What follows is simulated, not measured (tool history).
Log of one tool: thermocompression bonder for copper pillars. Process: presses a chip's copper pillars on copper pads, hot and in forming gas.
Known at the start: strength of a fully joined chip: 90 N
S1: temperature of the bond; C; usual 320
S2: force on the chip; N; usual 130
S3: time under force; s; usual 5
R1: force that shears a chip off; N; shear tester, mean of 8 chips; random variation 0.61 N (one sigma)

run	hour	S1	S2	S3	R1
1	0.0	320	130	5	31.8
2	34.2	320	130	5	31.9
3	80.6	320	130	5	31.6
4	129.1	320	130	5	31.6
# hour 177.7: forming gas filter changed
5	184.4	320	130	5	35.2
6	217.0	320	136	5	36.0
7	259.0	320	130	3	27.6
8	315.2	303	130	5	28.5
9	346.4	320	130	5	33.9
10	379.8	320	130	5	34.1
11	422.5	320	130	5	34.7
12	466.8	320	130	13	47.0
13	506.9	291	130	13	35.7
14	552.0	320	130	5	33.0
# hour 571.2: heater calibrated with a thermocouple chip
15	581.4	320	130	5	30.6
16	607.6	320	130	5	31.4
17	634.1	320	130	4	28.8
18	683.2	320	130	5	31.4
19	711.8	320	130	4	27.2
20	759.3	321	107	5	26.8
# hour 776.4: forming gas filter changed
21	811.6	348	84	5	34.8
22	847.6	320	94	3	22.1
23	873.5	315	130	8	38.7
24	905.4	309	195	3	30.2
25	944.3	346	89	5	34.8
26	1001.0	346	147	6	48.2
27	1041.7	346	147	6	48.1
# hour 1071.3: force cell calibrated
28	1105.6	346	147	6	49.3
29	1158.2	320	100	6	30.8
30	1188.2	320	100	6	29.7
31	1219.9	320	100	6	30.5
32	1249.9	333	130	4	35.5
33	1291.3	303	140	3	22.9
34	1329.5	320	130	10	41.5
35	1357.7	349	130	10	52.9
# hour 1373.3: forming gas filter changed
36	1399.0	341	167	5	50.9
37	1427.2	336	152	6	49.9
38	1467.1	320	117	9	40.9

Forecast each of these 4 alternatives for the next run:
A	1520.4	320	81	3	?
B	1520.4	312	117	8	?
C	1520.4	320	130	13	?
D	1520.4	299	86	9	?

run	R1
A	20.4
B	35.9
C	48.8
D	27.0
Without the tool's hidden state the same runs would have given:
run	R1
A	19.4
B	34.5
C	47.4
D	25.7
